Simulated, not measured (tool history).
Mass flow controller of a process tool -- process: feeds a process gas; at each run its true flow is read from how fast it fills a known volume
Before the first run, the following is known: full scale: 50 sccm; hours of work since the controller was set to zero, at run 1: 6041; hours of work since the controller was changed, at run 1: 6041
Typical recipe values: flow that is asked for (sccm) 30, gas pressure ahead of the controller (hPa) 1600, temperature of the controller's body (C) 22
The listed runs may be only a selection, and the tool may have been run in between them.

run,hour,flow that is asked for (sccm),gas pressure ahead of the controller (hPa),temperature of the controller's body (C),hours of work since the controller was set to zero,hours of work since the controller was changed,true flow (%)
1,0.0,30,1600,22,6041,6041,99.43
2,96.3,30,1600,32,6113,6113,98.97
3,176.7,30,1600,32,6172,6172,98.98
4,270.6,30,1600,32,6242,6242,98.71
5,311.7,30,1600,32,6273,6273,98.97
6,396.4,30,1600,37,6335,6335,98.67
7,456.1,30,1600,22,6380,6380,99.07
8,544.6,30,1430,22,6445,6445,99.11
9,587.0,30,1430,22,6477,6477,99.07
10,649.6,30,1430,22,6523,6523,98.97
11,712.9,30,1430,35,6570,6570,98.49
12,763.0,30,1430,36,6608,6608,98.46
13,812.7,30,2210,36,6644,6644,97.87
14,859.2,16,2210,36,6679,6679,97.24
15,940.3,16,2210,36,6739,6739,97.25
16,1015.7,30,1600,36,6795,6795,98.11
17,1110.5,30,1600,36,6865,6865,97.92
# hour 1117.5: controller exchanged for a calibrated one
18,1211.0,30,1600,36,69,69,97.93
19,1273.3,30,1600,22,116,116,98.33
20,1366.5,30,1600,22,185,185,98.34
21,1456.2,30,1600,22,251,251,98.25
22,1529.7,30,2790,22,306,306,97.54
23,1604.4,30,1600,22,361,361,98.20
24,1682.4,30,2050,22,419,419,97.85
25,1728.0,18,2050,27,453,453,97.18
# hour 1771.5: gauge calibrated
26,1795.7,30,1610,23,503,503,99.30
27,1842.9,30,2080,20,538,538,99.28
28,1921.2,24,2400,24,596,596,98.59
29,1961.0,24,2400,24,626,626,98.51
30,2006.0,6,1600,31,659,659,97.96
31,2048.8,6,1600,31,691,691,97.76
32,2124.0,6,1600,31,747,747,97.70
33,2163.7,6,1480,30,776,776,97.76
34,2239.3,6,1480,30,833,833,97.73
35,2294.0,21,1480,22,873,873,98.66
36,2353.7,21,2200,33,917,917,97.86
37,2437.1,8,2160,21,979,979,97.73
38,2490.1,41,2150,33,1019,1019,98.65
39,2579.3,43,1600,22,1085,1085,99.30
40,2651.2,30,1830,22,1138,1138,98.51
41,2730.2,20,1600,20,1197,1197,98.35
42,2792.2,8,1500,22,1243,1243,97.68
43,2846.5,30,1790,38,1283,1283,97.86
44,2926.0,6,1600,22,1342,1342,97.41
45,2998.4,6,1600,22,1396,1396,97.40
46,3051.0,30,1640,22,1435,1435,98.45
# hour 3057.1: gauge calibrated
47,3136.4,30,1640,22,1498,1498,99.25

Predict each of these 5 candidate next runs independently; none follows another, all start after run 47:
A,3195.9,30,1640,38,1542,1542,?
B,3195.9,30,2050,27,1542,1542,?
C,3195.9,30,2260,22,1542,1542,?
D,3195.9,45,2220,22,1542,1542,?
E,3195.9,13,2480,37,1542,1542,?

run,true flow (%)
A,98.72
B,98.86
C,99.00
D,99.83
E,97.60
What these runs would have given with no unlogged condition in the tool:
run,true flow (%)
A,98.83
B,98.97
C,99.11
D,99.94
E,97.70
